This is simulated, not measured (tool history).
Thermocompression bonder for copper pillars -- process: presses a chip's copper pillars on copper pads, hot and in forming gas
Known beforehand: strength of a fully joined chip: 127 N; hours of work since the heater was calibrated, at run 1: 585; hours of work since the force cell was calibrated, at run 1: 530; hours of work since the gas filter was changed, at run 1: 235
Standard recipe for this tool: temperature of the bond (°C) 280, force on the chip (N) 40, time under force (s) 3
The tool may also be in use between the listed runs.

| run | hour | temperature of the bond (°C) | force on the chip (N) | time under force (s) | hours of work since the heater was calibrated | hours of work since the force cell was calibrated | hours of work since the gas filter was changed | force that shears a chip off (N) |
|---|---|---|---|---|---|---|---|---|
| 1 | 0.0 | 280 | 40 | 3 | 585 | 530 | 235 | 85.7 |
| 2 | 21.3 | 280 | 40 | 3 | 598 | 544 | 249 | 86.1 |
| 3 | 42.0 | 280 | 40 | 3 | 612 | 557 | 262 | 84.2 |
| 4 | 57.7 | 280 | 40 | 3 | 622 | 567 | 272 | 83.2 |
| 5 | 69.6 | 261 | 40 | 3 | 629 | 575 | 280 | 67.1 |
|  | 82.4 | forming gas filter changed |
| 6 | 87.5 | 261 | 40 | 3 | 641 | 586 | 3 | 71.3 |
| 7 | 103.9 | 280 | 40 | 3 | 651 | 597 | 14 | 86.5 |
| 8 | 122.0 | 280 | 57 | 3 | 663 | 608 | 26 | 105.0 |
| 9 | 135.5 | 280 | 40 | 6 | 672 | 617 | 34 | 102.9 |
| 10 | 146.1 | 280 | 40 | 6 | 678 | 624 | 41 | 103.1 |
| 11 | 167.8 | 280 | 40 | 6 | 692 | 638 | 55 | 99.2 |
| 12 | 180.6 | 280 | 33 | 6 | 701 | 646 | 63 | 92.1 |
| 13 | 200.3 | 280 | 33 | 6 | 713 | 659 | 76 | 91.1 |
| 14 | 213.5 | 280 | 33 | 6 | 722 | 667 | 84 | 92.6 |
| 15 | 231.0 | 280 | 40 | 3 | 733 | 679 | 96 | 86.2 |
| 16 | 251.1 | 280 | 40 | 3 | 746 | 692 | 109 | 87.0 |
| 17 | 272.4 | 280 | 40 | 3 | 760 | 705 | 122 | 85.7 |
| 18 | 281.9 | 280 | 40 | 3 | 766 | 711 | 129 | 84.4 |
|  | 285.4 | heater calibrated with a thermocouple chip |
| 19 | 303.7 | 280 | 40 | 3 | 12 | 724 | 141 | 82.2 |
| 20 | 323.8 | 280 | 40 | 3 | 25 | 737 | 154 | 80.9 |
| 21 | 346.9 | 280 | 40 | 3 | 40 | 752 | 169 | 81.1 |
| 22 | 357.4 | 291 | 40 | 2 | 46 | 759 | 176 | 82.1 |
| 23 | 367.7 | 291 | 40 | 2 | 53 | 765 | 183 | 81.3 |
| 24 | 380.8 | 291 | 40 | 2 | 62 | 774 | 191 | 81.7 |
| 25 | 398.9 | 282 | 57 | 2 | 73 | 786 | 203 | 91.4 |
|  | 408.4 | heater calibrated with a thermocouple chip, once more |
| 26 | 421.0 | 280 | 40 | 2 | 8 | 799 | 216 | 82.8 |
| 27 | 432.6 | 303 | 35 | 9 | 16 | 806 | 223 | 116.3 |
| 28 | 442.8 | 258 | 40 | 8 | 22 | 813 | 230 | 94.6 |
| 29 | 464.9 | 280 | 26 | 6 | 36 | 827 | 244 | 86.4 |
| 30 | 485.3 | 280 | 26 | 6 | 50 | 840 | 257 | 84.5 |
| 31 | 495.7 | 293 | 26 | 6 | 56 | 847 | 264 | 93.9 |
| 32 | 505.9 | 283 | 38 | 3 | 63 | 853 | 270 | 89.7 |
| 33 | 524.3 | 283 | 38 | 3 | 75 | 865 | 282 | 89.3 |
|  | 532.8 | forming gas filter changed |
| 34 | 547.3 | 283 | 38 | 3 | 89 | 880 | 9 | 93.7 |
| 35 | 569.7 | 308 | 24 | 3 | 104 | 894 | 24 | 89.7 |
| 36 | 592.6 | 308 | 24 | 3 | 118 | 909 | 38 | 90.0 |
| 37 | 612.5 | 280 | 40 | 3 | 131 | 922 | 51 | 92.2 |

The logged runs with the hidden state left out (each run's random variation unchanged):
Hidden conditions of the tool in this case: true temperature of the bond over the reading, C; force that reaches the chip, % of what is set; oxide that the forming gas leaves, % of the face; drift of the gauge itself on shear_n, %.
| run | force that shears a chip off (N) |
|---|---|
| 1 | 93.7 |
| 2 | 94.5 |
| 3 | 92.7 |
| 4 | 92.0 |
| 5 | 75.9 |
| 6 | 77.1 |
| 7 | 91.9 |
| 8 | 109.8 |
| 9 | 108.2 |
| 10 | 108.6 |
| 11 | 104.8 |
| 12 | 98.5 |
| 13 | 97.8 |
| 14 | 99.6 |
| 15 | 93.8 |
| 16 | 94.9 |
| 17 | 94.0 |
| 18 | 92.6 |
| 19 | 93.4 |
| 20 | 92.3 |
| 21 | 92.9 |
| 22 | 93.8 |
| 23 | 93.0 |
| 24 | 93.6 |
| 25 | 103.5 |
| 26 | 84.1 |
| 27 | 120.1 |
| 28 | 96.8 |
| 29 | 88.6 |
| 30 | 86.9 |
| 31 | 97.0 |
| 32 | 92.7 |
| 33 | 92.7 |
| 34 | 93.2 |
| 35 | 89.5 |
| 36 | 90.2 |
| 37 | 92.8 |

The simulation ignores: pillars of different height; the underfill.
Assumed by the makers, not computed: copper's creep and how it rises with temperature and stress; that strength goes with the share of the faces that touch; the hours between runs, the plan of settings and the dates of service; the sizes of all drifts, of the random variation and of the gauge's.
